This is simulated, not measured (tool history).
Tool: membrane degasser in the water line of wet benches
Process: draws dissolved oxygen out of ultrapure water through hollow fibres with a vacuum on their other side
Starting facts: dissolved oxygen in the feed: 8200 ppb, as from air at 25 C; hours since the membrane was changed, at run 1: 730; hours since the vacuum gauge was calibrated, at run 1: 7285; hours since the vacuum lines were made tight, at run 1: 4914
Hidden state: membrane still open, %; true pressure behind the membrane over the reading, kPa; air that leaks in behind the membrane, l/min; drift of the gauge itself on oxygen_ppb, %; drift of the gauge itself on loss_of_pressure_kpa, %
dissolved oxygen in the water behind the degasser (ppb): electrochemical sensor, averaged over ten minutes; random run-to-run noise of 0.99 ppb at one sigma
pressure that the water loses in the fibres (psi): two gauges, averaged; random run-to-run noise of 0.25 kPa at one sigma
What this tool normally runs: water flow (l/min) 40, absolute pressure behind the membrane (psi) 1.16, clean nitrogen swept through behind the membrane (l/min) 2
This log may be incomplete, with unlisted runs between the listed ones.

run    hour  water flow (l/min)  absolute pressure behind the membrane (psi)  clean nitrogen swept through behind the membrane (l/min)  hours since the membrane was changed  hours since the vacuum gauge was calibrated  hours since the vacuum lines were made tight  dissolved oxygen in the water behind the degasser (ppb)  pressure that the water loses in the fibres (psi)
  1       0                  40                                         1.16                                                         2                                   730                                         7285                                          4914                                                    211.1                                              9.815
  2    47.5                  40                                         1.16                                                         2                                   777                                         7332                                          4962                                                    213.2                                              9.848
  3   102.2                  40                                         1.16                                                         2                                   832                                         7387                                          5016                                                    210.9                                               9.76
  4   154.4                  40                                         1.16                                                         2                                   884                                         7439                                          5068                                                    213.2                                              9.874
  5     200                  37                                         1.16                                                         2                                   930                                         7485                                          5114                                                    199.2                                              9.158
  6   238.6                  37                                         1.16                                                         2                                   968                                         7523                                          5153                                                    198.2                                              9.076
  7   276.4                  37                                         1.16                                                         2                                  1006                                         7561                                          5190                                                    196.1                                              9.132
  8   333.1                  37                                         1.16                                                         2                                  1063                                         7618                                          5247                                                    197.2                                              9.056
  9   384.4                  37                                        1.529                                                         2                                  1114                                         7669                                          5299                                                    297.6                                               9.09
 10   434.7                  37                                        1.529                                                         2                                  1164                                         7719                                          5349                                                    300.7                                              9.108
 11   464.4                  43                                         1.16                                                         2                                  1194                                         7749                                          5378                                                    224.9                                             10.562
 12   527.2                  43                                         1.16                                                         2                                  1257                                         7812                                          5441                                                    225.4                                             10.562
 13   593.5                  41                                         1.16                                                         2                                  1323                                         7878                                          5508                                                    217.7                                             10.073
 14     634                  40                                         1.16                                                         2                                  1364                                         7919                                          5548                                                    213.1                                              9.805
 15   693.4                  40                                         1.16                                                         2                                  1423                                         7978                                          5607                                                      211                                               9.87
 16   737.3                  40                                         1.16                                                         2                                  1467                                         8022                                          5651                                                      211                                               9.79
 17   805.1                  28                                        0.967                                                         2                                  1535                                         8090                                          5719                                                    112.2                                              6.847
 18   840.8                  51                                        2.086                                                      2.98                                  1571                                         8125                                          5755                                                    417.6                                             12.541
 19   906.8                  51                                        2.086                                                      2.98                                  1637                                         8191                                          5821                                                      420                                             12.594
 20   944.8                  62                                        2.347                                                      1.29                                  1675                                         8229                                          5859                                                   1088.4                                             15.258
 21   978.1                  62                                        2.876                                                      0.93                                  1708                                         8263                                          5892                                                   1673.9                                             15.272
 22  1031.7                  62                                        2.876                                                      0.93                                  1761                                         8316                                          5946                                                   1670.5                                               15.2
 23  1096.1                  58                                        1.877                                                      2.79                                  1826                                         8381                                          6010                                                    433.3                                             14.235
 24  1126.9                  43                                        0.846                                                      2.18                                  1857                                         8412                                          6041                                                    118.7                                              10.55
 25  1166.4                  50                                        1.912                                                      0.98                                  1896                                         8451                                          6080                                                    892.1                                             12.315
       1204  -- vacuum gauge calibrated
 26  1227.1                  50                                        1.912                                                      0.98                                  1956                                           23                                          6141                                                      887                                             12.241
 27  1288.9                  34                                        2.531                                                      1.48                                  2018                                           85                                          6202                                                    667.8                                              8.364
 28  1360.8                  25                                         1.16                                                      0.98                                  2090                                          157                                          6274                                                    259.3                                              6.138
 29  1422.3                  51                                         1.16                                                      1.28                                  2152                                          218                                          6336                                                      376                                             12.469
 30  1469.7                  51                                         1.16                                                      1.28                                  2199                                          266                                          6383                                                    373.8                                             12.488
 31  1501.9                  27                                        2.126                                                       1.2                                  2231                                          298                                          6415                                                    536.1                                               6.63
 32  1539.6                  27                                        2.126                                                       1.2                                  2269                                          336                                          6453                                                    536.6                                              6.624

4 options for the next run, each taken on its own from the tool as it stands now. Forecast them:
  A  1575.1                  25                                        0.992                                                      1.89                                  2304                                          371                                          6489                                                        ?                                                  ?
  B  1575.1                  32                                        2.093                                                      4.76                                  2304                                          371                                          6489                                                        ?                                                  ?
  C  1575.1                  37                                        2.508                                                       3.9                                  2304                                          371                                          6489                                                        ?                                                  ?
  D  1575.1                  27                                        2.206                                                       1.2                                  2304                                          371                                          6489                                                        ?                                                  ?

run  dissolved oxygen in the water behind the degasser (ppb)  pressure that the water loses in the fibres (psi)
  A                                                    110.1                                               6.15
  B                                                    179.4                                              7.812
  C                                                    308.2                                              9.069
  D                                                    556.6                                              6.611
Had the tool no hidden state, the same runs would have come out as:
run  dissolved oxygen in the water behind the degasser (ppb)  pressure that the water loses in the fibres (psi)
  A                                                    110.1                                              6.148
  B                                                    179.4                                               7.81
  C                                                    308.2                                              9.068
  D                                                    556.5                                              6.609
